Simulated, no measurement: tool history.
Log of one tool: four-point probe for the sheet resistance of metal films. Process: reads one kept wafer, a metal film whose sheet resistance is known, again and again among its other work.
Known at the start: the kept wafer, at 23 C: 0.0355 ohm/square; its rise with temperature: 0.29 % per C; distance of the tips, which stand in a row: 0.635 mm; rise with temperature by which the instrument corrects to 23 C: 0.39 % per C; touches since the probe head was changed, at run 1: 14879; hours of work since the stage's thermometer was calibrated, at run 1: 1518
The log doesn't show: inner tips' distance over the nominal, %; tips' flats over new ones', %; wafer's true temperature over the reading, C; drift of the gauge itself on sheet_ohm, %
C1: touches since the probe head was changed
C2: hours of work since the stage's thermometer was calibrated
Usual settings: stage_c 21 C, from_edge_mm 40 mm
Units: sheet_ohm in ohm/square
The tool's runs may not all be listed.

Run 1, hour 0.0: usual settings; C1 14879; C2 1518. Result: sheet_ohm 0.035536 ohm/square.
Run 2, hour 123.8: usual settings; C1 20546; C2 1589. Result: sheet_ohm 0.035528 ohm/square.
At hour 163.1: stage's thermometer calibrated.
Run 3, hour 183.1: usual settings but from_edge_mm 42 mm; C1 23240; C2 12. Result: sheet_ohm 0.035571 ohm/square.
Run 4, hour 297.6: usual settings but from_edge_mm 42 mm; C1 28479; C2 77. Result: sheet_ohm 0.035551 ohm/square.
Run 5, hour 383.8: usual settings but from_edge_mm 42 mm; C1 32426; C2 127. Result: sheet_ohm 0.035548 ohm/square.
Run 6, hour 439.4: usual settings but from_edge_mm 42 mm; C1 34971; C2 159. Result: sheet_ohm 0.035533 ohm/square.
Run 7, hour 514.9: usual settings but from_edge_mm 32 mm; C1 38426; C2 203. Result: sheet_ohm 0.035544 ohm/square.
Run 8, hour 573.8: usual settings but from_edge_mm 32 mm; C1 41123; C2 237. Result: sheet_ohm 0.035520 ohm/square.
Run 9, hour 635.8: usual settings; C1 43962; C2 272. Result: sheet_ohm 0.035508 ohm/square.
Run 10, hour 735.7: usual settings; C1 48537; C2 330. Result: sheet_ohm 0.035501 ohm/square.
Run 11, hour 841.7: usual settings; C1 53386; C2 391. Result: sheet_ohm 0.035488 ohm/square.
Run 12, hour 950.4: usual settings; C1 58363; C2 454. Result: sheet_ohm 0.035473 ohm/square.
Run 13, hour 1025.0: usual settings; C1 61778; C2 496. Result: sheet_ohm 0.035453 ohm/square.
Run 14, hour 1114.7: usual settings; C1 65883; C2 548. Result: sheet_ohm 0.035444 ohm/square.
Run 15, hour 1234.6: usual settings; C1 71373; C2 617. Result: sheet_ohm 0.035429 ohm/square.
Run 16, hour 1290.4: usual settings; C1 73926; C2 649. Result: sheet_ohm 0.035418 ohm/square.
Run 17, hour 1397.8: usual settings; C1 78843; C2 711. Result: sheet_ohm 0.035411 ohm/square.
Run 18, hour 1486.8: usual settings; C1 82920; C2 763. Result: sheet_ohm 0.035385 ohm/square.
Run 19, hour 1568.1: usual settings; C1 86641; C2 809. Result: sheet_ohm 0.035383 ohm/square.
Run 20, hour 1631.8: usual settings but from_edge_mm 47 mm; C1 89557; C2 846. Result: sheet_ohm 0.035380 ohm/square.
Run 21, hour 1742.7: usual settings but from_edge_mm 47 mm; C1 94632; C2 910. Result: sheet_ohm 0.035356 ohm/square.
Run 22, hour 1848.0: usual settings but from_edge_mm 47 mm; C1 99451; C2 971. Result: sheet_ohm 0.035333 ohm/square.
Run 23, hour 1944.6: usual settings but from_edge_mm 47 mm; C1 103877; C2 1026. Result: sheet_ohm 0.035343 ohm/square.
Run 24, hour 2064.2: usual settings but stage_c 34 C, from_edge_mm 10 mm; C1 109351; C2 1095. Result: sheet_ohm 0.034932 ohm/square.
Run 25, hour 2184.6: usual settings but stage_c 19 C, from_edge_mm 68 mm; C1 114862; C2 1164. Result: sheet_ohm 0.035367 ohm/square.
Run 26, hour 2237.8: usual settings but stage_c 19 C, from_edge_mm 68 mm; C1 117296; C2 1195. Result: sheet_ohm 0.035361 ohm/square.
Run 27, hour 2326.4: usual settings but stage_c 22 C, from_edge_mm 4 mm; C1 121352; C2 1246. Result: sheet_ohm 0.035725 ohm/square.
Run 28, hour 2415.8: usual settings but stage_c 29 C, from_edge_mm 24 mm; C1 125444; C2 1298. Result: sheet_ohm 0.034978 ohm/square.
Run 29, hour 2535.6: usual settings but stage_c 26 C, from_edge_mm 5 mm; C1 130930; C2 1367. Result: sheet_ohm 0.035361 ohm/square.
Run 30, hour 2605.6: usual settings but stage_c 26 C, from_edge_mm 5 mm; C1 134135; C2 1407. Result: sheet_ohm 0.035362 ohm/square.
Run 31, hour 2675.7: usual settings but stage_c 26 C, from_edge_mm 5 mm; C1 137342; C2 1447. Result: sheet_ohm 0.035342 ohm/square.
Run 32, hour 2799.6: usual settings but stage_c 29 C, from_edge_mm 11 mm; C1 143016; C2 1519. Result: sheet_ohm 0.034986 ohm/square.
Run 33, hour 2883.6: usual settings but stage_c 35 C, from_edge_mm 4 mm; C1 146863; C2 1567. Result: sheet_ohm 0.035171 ohm/square.
At hour 2956.3: stage's thermometer calibrated.
Run 34, hour 2956.3: usual settings but stage_c 35 C, from_edge_mm 4 mm; C1 150166; C2 0. Result: sheet_ohm 0.035217 ohm/square.
Run 35, hour 3086.6: usual settings but stage_c 24 C, from_edge_mm 32 mm; C1 156131; C2 75. Result: sheet_ohm 0.035116 ohm/square.
Run 36, hour 3141.1: usual settings but from_edge_mm 11 mm; C1 158627; C2 106. Result: sheet_ohm 0.035276 ohm/square.
Run 37, hour 3212.4: usual settings but stage_c 26 C, from_edge_mm 4 mm; C1 161889; C2 148. Result: sheet_ohm 0.035489 ohm/square.
Run 38, hour 3321.0: usual settings but stage_c 19 C; C1 166860; C2 210. Result: sheet_ohm 0.035269 ohm/square.
Run 39, hour 3385.1: usual settings but from_edge_mm 30 mm; C1 169797; C2 247. Result: sheet_ohm 0.035184 ohm/square.
Run 40, hour 3511.7: usual settings but stage_c 33 C, from_edge_mm 21 mm; C1 175590; C2 320. Result: sheet_ohm 0.034755 ohm/square.
Run 41, hour 3630.0: usual settings but stage_c 18 C, from_edge_mm 6 mm; C1 181005; C2 388. Result: sheet_ohm 0.035465 ohm/square.
Run 42, hour 3718.2: usual settings but stage_c 27 C, from_edge_mm 28 mm; C1 185042; C2 439. Result: sheet_ohm 0.034926 ohm/square.
Run 43, hour 3843.1: usual settings but stage_c 27 C, from_edge_mm 28 mm; C1 190759; C2 511. Result: sheet_ohm 0.034908 ohm/square.
Run 44, hour 3918.2: usual settings but stage_c 25 C, from_edge_mm 13 mm; C1 194199; C2 554. Result: sheet_ohm 0.035022 ohm/square.
Run 45, hour 3998.1: usual settings but stage_c 25 C, from_edge_mm 13 mm; C1 197855; C2 600. Result: sheet_ohm 0.034992 ohm/square.
Run 46, hour 4081.1: usual settings but stage_c 24 C; C1 201657; C2 648. Result: sheet_ohm 0.034974 ohm/square.

3 ways to go on from here, each from the tool as it stands after run 46. What would each give?
Run A, hour 4134.8: usual settings but stage_c 26 C, from_edge_mm 69 mm; C1 204113; C2 679. Result: sheet_ohm ?.
Run B, hour 4134.8: usual settings but stage_c 24 C; C1 204113; C2 679. Result: sheet_ohm ?.
Run C, hour 4134.8: usual settings but from_edge_mm 28 mm; C1 204113; C2 679. Result: sheet_ohm ?.

run  sheet_ohm
  A   0.034903
  B   0.034973
  C   0.035087
Without the tool's hidden state the same runs would have given:
run  sheet_ohm
  A   0.035396
  B   0.035467
  C   0.035582
